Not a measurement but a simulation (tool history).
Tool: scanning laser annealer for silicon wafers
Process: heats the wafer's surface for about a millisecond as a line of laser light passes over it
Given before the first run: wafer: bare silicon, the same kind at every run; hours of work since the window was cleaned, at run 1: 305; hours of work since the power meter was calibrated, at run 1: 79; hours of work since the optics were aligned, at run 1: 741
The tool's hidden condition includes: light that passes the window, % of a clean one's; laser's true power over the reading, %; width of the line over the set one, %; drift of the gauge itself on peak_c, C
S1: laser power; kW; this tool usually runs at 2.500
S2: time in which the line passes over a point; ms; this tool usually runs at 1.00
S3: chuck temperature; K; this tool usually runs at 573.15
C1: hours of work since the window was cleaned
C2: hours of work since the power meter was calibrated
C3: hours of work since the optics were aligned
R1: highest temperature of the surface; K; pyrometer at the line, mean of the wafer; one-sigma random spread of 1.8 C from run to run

Run 1, hour 0.0: usual settings; C1 305; C2 79; C3 741. Result: R1 1272.15 K.
Run 2, hour 8.3: usual settings; C1 309; C2 83; C3 746. Result: R1 1274.15 K.
Run 3, hour 13.5: usual settings but S2 1.12 ms; C1 312; C2 86; C3 749. Result: R1 1311.15 K.
Run 4, hour 20.1: usual settings but S2 1.12 ms; C1 316; C2 90; C3 752. Result: R1 1311.15 K.
Run 5, hour 27.7: usual settings but S2 1.12 ms; C1 320; C2 94; C3 756. Result: R1 1312.15 K.
Run 6, hour 35.1: usual settings but S2 1.12 ms; C1 324; C2 98; C3 761. Result: R1 1310.15 K.
Run 7, hour 39.0: usual settings but S3 597.15 K; C1 326; C2 100; C3 763. Result: R1 1297.15 K.
Run 8, hour 45.2: usual settings but S3 597.15 K; C1 330; C2 104; C3 766. Result: R1 1291.15 K.
Run 9, hour 52.4: usual settings but S3 597.15 K; C1 334; C2 108; C3 770. Result: R1 1291.15 K.
Run 10, hour 58.2: usual settings but S3 597.15 K; C1 337; C2 111; C3 773. Result: R1 1297.15 K.
Run 11, hour 65.5: usual settings but S3 597.15 K; C1 341; C2 115; C3 777. Result: R1 1296.15 K.
Run 12, hour 71.7: usual settings; C1 344; C2 118; C3 781. Result: R1 1268.15 K.
Run 13, hour 77.7: usual settings; C1 348; C2 122; C3 784. Result: R1 1270.15 K.
At hour 83.4: optics aligned, line set to its width.
Run 14, hour 90.7: usual settings; C1 352; C2 126; C3 4. Result: R1 1272.15 K.
Run 15, hour 99.4: usual settings; C1 357; C2 131; C3 9. Result: R1 1268.15 K.
Run 16, hour 108.5: usual settings; C1 362; C2 136; C3 14. Result: R1 1268.15 K.
Run 17, hour 116.0: usual settings; C1 366; C2 140; C3 18. Result: R1 1267.15 K.
Run 18, hour 123.8: usual settings; C1 370; C2 144; C3 22. Result: R1 1263.15 K.
Run 19, hour 128.0: usual settings; C1 373; C2 147; C3 25. Result: R1 1267.15 K.
At hour 134.3: optics aligned, line set to its width, once more.
Run 20, hour 137.0: usual settings; C1 375; C2 149; C3 1. Result: R1 1279.15 K.
Run 21, hour 144.7: usual settings; C1 379; C2 153; C3 6. Result: R1 1279.15 K.
Run 22, hour 152.1: usual settings but S1 2.530 kW, S2 0.96 ms, S3 558.15 K; C1 383; C2 157; C3 10. Result: R1 1256.15 K.
Run 23, hour 157.8: usual settings but S1 2.402 kW, S2 0.71 ms, S3 584.15 K; C1 386; C2 160; C3 13. Result: R1 1153.15 K.
Run 24, hour 163.4: usual settings but S1 2.339 kW, S2 0.77 ms, S3 550.15 K; C1 389; C2 163; C3 16. Result: R1 1125.15 K.
Run 25, hour 173.0: usual settings but S2 0.82 ms, S3 550.15 K; C1 395; C2 169; C3 21. Result: R1 1189.15 K.
Run 26, hour 180.7: usual settings but S2 0.82 ms, S3 550.15 K; C1 399; C2 173; C3 26. Result: R1 1188.15 K.
Run 27, hour 185.5: usual settings but S1 2.725 kW, S2 0.71 ms, S3 546.15 K; C1 402; C2 176; C3 28. Result: R1 1202.15 K.
Run 28, hour 194.3: usual settings but S1 2.580 kW; C1 406; C2 180; C3 33. Result: R1 1298.15 K.
Run 29, hour 199.6: usual settings but S1 2.582 kW, S2 0.77 ms, S3 612.15 K; C1 409; C2 183; C3 36. Result: R1 1255.15 K.
Run 30, hour 204.2: usual settings but S1 2.582 kW, S2 1.01 ms, S3 612.15 K; C1 412; C2 186; C3 39. Result: R1 1342.15 K.

Expected results for the next run?
Run 31, hour 211.5: usual settings but S2 0.87 ms, S3 539.15 K; C1 416; C2 190; C3 43. Result: R1 ?.

R1: 1194.15 K
Without the tool's hidden state the same run would have given R1 1203.15 K.

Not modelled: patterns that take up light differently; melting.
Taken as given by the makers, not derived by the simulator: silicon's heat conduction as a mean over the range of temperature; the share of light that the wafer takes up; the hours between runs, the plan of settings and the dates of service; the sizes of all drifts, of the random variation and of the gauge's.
